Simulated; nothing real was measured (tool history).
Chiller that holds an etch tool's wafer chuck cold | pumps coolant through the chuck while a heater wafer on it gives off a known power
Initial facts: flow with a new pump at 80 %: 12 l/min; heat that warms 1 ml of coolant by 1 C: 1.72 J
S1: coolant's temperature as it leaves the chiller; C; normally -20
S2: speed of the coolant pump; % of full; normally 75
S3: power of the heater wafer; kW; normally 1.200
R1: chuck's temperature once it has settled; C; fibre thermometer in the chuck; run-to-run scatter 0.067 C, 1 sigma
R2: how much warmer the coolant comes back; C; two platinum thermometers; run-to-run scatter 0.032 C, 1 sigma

run	day	S1	S2	S3	R1	R2
1	0.000	-20	75	1.200	-12.17	3.71
2	2.467	-20	75	1.200	-12.02	3.75
3	5.004	-20	75	0.657	-15.70	2.06
4	6.804	-20	75	0.657	-15.65	2.04
5	9.121	-20	75	1.293	-11.52	4.05
6	10.646	-20	75	1.293	-11.48	4.05
7	13.517	-10	75	1.200	-2.01	3.78
8	16.029	-20	75	1.200	-12.10	3.74
9	18.388	-12	75	1.200	-4.05	3.73
10	20.408	-12	75	1.200	-4.08	3.71
11	23.267	-12	75	1.200	-3.95	3.70
12	25.467	-12	75	1.200	-4.10	3.67
13	27.258	-20	84	1.200	-12.66	3.33
14	29.850	-20	75	1.200	-12.15	3.69
15	31.383	-20	75	1.200	-12.01	3.72
16	33.633	-20	75	1.200	-12.17	3.77
17	35.700	-20	75	1.694	-8.84	5.31
18	37.304	-17	79	0.683	-12.59	2.00
19	39.733	-17	81	0.683	-12.71	1.94
20	41.538	-12	65	0.606	-7.62	2.23
21	43.221	-26	88	1.477	-17.28	3.90
22	46.175	-29	75	0.660	-24.71	2.01
23	48.904	-20	78	1.200	-12.27	3.59
24	51.338	-15	75	1.121	-7.58	3.52
25	53.458	-29	90	1.683	-19.18	4.33
26	56.346	-29	90	1.683	-19.15	4.32
27	57.750	-29	90	1.683	-19.31	4.39
28	59.358	-29	90	1.683	-19.16	4.38
29	62.383	-20	96	1.200	-13.42	2.91
30	64.612	-20	96	1.200	-13.32	2.88
31	66.308	-24	67	1.200	-15.35	4.25

Removed from this log: 2 entries logged between the listed runs. Between which two listed runs does each belong, and how does the tool's hidden state at the listed run before it compare with that at the listed run after it?
Runs 3 to 4: coolant changed, channels flushed (day 6.675)
  heat passed by the chuck's channels, % of clean ones': 99.9 -> 100
Runs 22 to 23: chiller's thermometer calibrated (day 46.829)
  coolant's true temperature over the reading, C: -0.02 -> 0
